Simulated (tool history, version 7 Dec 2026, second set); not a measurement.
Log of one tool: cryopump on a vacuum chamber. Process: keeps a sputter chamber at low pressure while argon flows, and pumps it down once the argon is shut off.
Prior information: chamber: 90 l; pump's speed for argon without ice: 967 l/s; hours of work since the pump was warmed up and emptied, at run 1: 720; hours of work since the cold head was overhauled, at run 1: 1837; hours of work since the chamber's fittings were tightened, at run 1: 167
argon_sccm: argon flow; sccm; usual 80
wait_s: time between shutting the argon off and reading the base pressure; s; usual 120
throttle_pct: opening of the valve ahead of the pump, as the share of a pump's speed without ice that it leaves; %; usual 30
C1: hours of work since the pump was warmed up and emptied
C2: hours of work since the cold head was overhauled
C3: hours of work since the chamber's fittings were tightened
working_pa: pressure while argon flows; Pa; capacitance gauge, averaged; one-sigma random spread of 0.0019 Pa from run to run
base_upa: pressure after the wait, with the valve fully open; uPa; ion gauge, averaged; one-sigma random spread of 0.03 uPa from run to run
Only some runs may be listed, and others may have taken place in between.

Run 1, hour 0: usual settings; C1 720; C2 1837; C3 167. Result: working_pa 0.499 Pa, base_upa 2.15 uPa.
Run 2, hour 50.1: usual settings but wait_s 38 s; C1 758; C2 1875; C3 204. Result: working_pa 0.4984 Pa, base_upa 4.86 uPa.
Run 3, hour 85.5: usual settings; C1 785; C2 1901; C3 231. Result: working_pa 0.5046 Pa, base_upa 2.36 uPa.
Run 4, hour 112.8: usual settings; C1 805; C2 1922; C3 252. Result: working_pa 0.5023 Pa, base_upa 2.39 uPa.
Run 5, hour 140.4: usual settings but argon_sccm 153 sccm; C1 826; C2 1943; C3 272. Result: working_pa 0.9626 Pa, base_upa 2.44 uPa.
Run 6, hour 174.3: usual settings but argon_sccm 153 sccm; C1 852; C2 1968; C3 298. Result: working_pa 0.9671 Pa, base_upa 2.52 uPa.
Run 7, hour 235.2: usual settings but wait_s 124 s; C1 897; C2 2014; C3 344. Result: working_pa 0.5065 Pa, base_upa 2.64 uPa.
Run 8, hour 294.9: usual settings but wait_s 124 s, throttle_pct 55 %; C1 942; C2 2059; C3 389. Result: working_pa 0.2997 Pa, base_upa 2.85 uPa.
Run 9, hour 321.4: usual settings but wait_s 259 s, throttle_pct 29 %; C1 962; C2 2079; C3 409. Result: working_pa 0.5273 Pa, base_upa 2.25 uPa.
Run 10, hour 362.3: usual settings but argon_sccm 85 sccm, wait_s 49 s, throttle_pct 39 %; C1 993; C2 2110; C3 439. Result: working_pa 0.4272 Pa, base_upa 4.75 uPa.
Run 11, hour 423.3: usual settings but wait_s 45 s, throttle_pct 36 %; C1 1039; C2 2155; C3 485. Result: working_pa 0.438 Pa, base_upa 5.28 uPa.
At hour 471.6: pump warmed up, emptied and cooled again.
Run 12, hour 479.8: usual settings but wait_s 45 s, throttle_pct 36 %; C1 6; C2 2194; C3 524. Result: working_pa 0.393 Pa, base_upa 4.76 uPa.
Run 13, hour 507.9: usual settings but argon_sccm 35 sccm, wait_s 56 s, throttle_pct 32 %; C1 27; C2 2215; C3 545. Result: working_pa 0.1922 Pa, base_upa 4.28 uPa.
Run 14, hour 570.7: usual settings but argon_sccm 35 sccm, wait_s 56 s, throttle_pct 32 %; C1 75; C2 2263; C3 593. Result: working_pa 0.1935 Pa, base_upa 4.46 uPa.
Run 15, hour 602.8: usual settings but argon_sccm 105 sccm, wait_s 72 s, throttle_pct 24 %; C1 99; C2 2287; C3 617. Result: working_pa 0.7756 Pa, base_upa 3.85 uPa.

Measured less the same run without the tool's hidden state. The same run-to-run variation is in both; the gauge's scatter may not be:
Hidden state at play: pump's speed, % of a pump's without ice; cold plate's temperature, K; leak into the chamber, uPa l/s; drift of the gauge itself on working_pa, %; drift of the gauge itself on base_upa, %.
run  working_pa  base_upa
  1     +0.0319      +0.6
  2     +0.0336     +0.71
  3     +0.0354      +0.8
  4     +0.0361     +0.88
  5     +0.0711     +0.93
  6     +0.0739        +1
  7     +0.0409     +1.15
  8     +0.0437     +1.34
  9     +0.0446     +1.38
 10     +0.0491     +1.48
 11     +0.0492     +1.67
 12     +0.0042     +1.26
 13     +0.0021     +1.34
 14     +0.0029      +1.5
 15     +0.0098     +1.53
